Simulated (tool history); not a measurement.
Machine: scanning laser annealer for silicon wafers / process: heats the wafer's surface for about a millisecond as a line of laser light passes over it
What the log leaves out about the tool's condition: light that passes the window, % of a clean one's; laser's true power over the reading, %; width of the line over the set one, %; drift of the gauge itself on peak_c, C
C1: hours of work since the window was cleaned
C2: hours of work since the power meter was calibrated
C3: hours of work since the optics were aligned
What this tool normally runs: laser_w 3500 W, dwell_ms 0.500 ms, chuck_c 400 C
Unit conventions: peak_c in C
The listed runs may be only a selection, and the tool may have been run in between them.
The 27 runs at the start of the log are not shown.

{"run": 28, "hour": 1794.0, "laser_w": 3709, "dwell_ms": 0.358, "chuck_c": 397, "C1": 793, "C2": 1965, "C3": 547, "peak_c": 1079}
{"hour": 1814.8, "done": "window over the wafer cleaned"}
{"run": 29, "hour": 1877.9, "laser_w": 3261, "dwell_ms": 0.466, "chuck_c": 360, "C1": 38, "C2": 2014, "C3": 597, "peak_c": 1048}
{"run": 30, "hour": 1916.9, "laser_w": 3261, "dwell_ms": 0.466, "chuck_c": 360, "C1": 62, "C2": 2038, "C3": 621, "peak_c": 1044}
{"run": 31, "hour": 2006.4, "laser_w": 3688, "dwell_ms": 0.5, "chuck_c": 398, "C1": 117, "C2": 2093, "C3": 676, "peak_c": 1212}
{"run": 32, "hour": 2085.5, "laser_w": 3688, "dwell_ms": 0.397, "chuck_c": 398, "C1": 165, "C2": 2141, "C3": 724, "peak_c": 1129}
{"run": 33, "hour": 2164.9, "laser_w": 3227, "dwell_ms": 0.593, "chuck_c": 433, "C1": 214, "C2": 2190, "C3": 772, "peak_c": 1179}
{"run": 34, "hour": 2236.1, "laser_w": 3046, "dwell_ms": 0.414, "chuck_c": 404, "C1": 257, "C2": 2233, "C3": 816, "peak_c": 994}
{"run": 35, "hour": 2320.6, "laser_w": 3588, "dwell_ms": 0.5, "chuck_c": 361, "C1": 309, "C2": 2285, "C3": 867, "peak_c": 1138}
{"hour": 2350.4, "done": "optics aligned, line set to its width"}
{"run": 36, "hour": 2410.0, "laser_w": 3076, "dwell_ms": 0.369, "chuck_c": 381, "C1": 360, "C2": 2336, "C3": 36, "peak_c": 954}
{"run": 37, "hour": 2456.0, "laser_w": 3227, "dwell_ms": 0.604, "chuck_c": 374, "C1": 388, "C2": 2364, "C3": 64, "peak_c": 1126}
{"run": 38, "hour": 2526.6, "laser_w": 3374, "dwell_ms": 0.604, "chuck_c": 424, "C1": 431, "C2": 2407, "C3": 108, "peak_c": 1215}
{"run": 39, "hour": 2588.4, "laser_w": 3374, "dwell_ms": 0.423, "chuck_c": 405, "C1": 469, "C2": 2445, "C3": 145, "peak_c": 1079}
{"run": 40, "hour": 2659.1, "laser_w": 3374, "dwell_ms": 0.433, "chuck_c": 405, "C1": 512, "C2": 2488, "C3": 188, "peak_c": 1081}

Below are 5 alternative next runs, each starting from the tool's condition after run 40. Predict each:
{"run": "A", "hour": 2735.4, "laser_w": 3039, "dwell_ms": 0.409, "chuck_c": 431, "C1": 559, "C2": 2535, "C3": 235, "peak_c": "?"}
{"run": "B", "hour": 2735.4, "laser_w": 3374, "dwell_ms": 0.529, "chuck_c": 369, "C1": 559, "C2": 2535, "C3": 235, "peak_c": "?"}
{"run": "C", "hour": 2735.4, "laser_w": 3174, "dwell_ms": 0.462, "chuck_c": 400, "C1": 559, "C2": 2535, "C3": 235, "peak_c": "?"}
{"run": "D", "hour": 2735.4, "laser_w": 3570, "dwell_ms": 0.5, "chuck_c": 400, "C1": 559, "C2": 2535, "C3": 235, "peak_c": "?"}
{"run": "E", "hour": 2735.4, "laser_w": 3374, "dwell_ms": 0.433, "chuck_c": 391, "C1": 559, "C2": 2535, "C3": 235, "peak_c": "?"}

run=A peak_c=1014
run=B peak_c=1104
run=C peak_c=1047
run=D peak_c=1164
run=E peak_c=1068
Without the tool's hidden state the same runs would have given:
run=A peak_c=1034
run=B peak_c=1131
run=C peak_c=1070
run=D peak_c=1191
run=E peak_c=1092
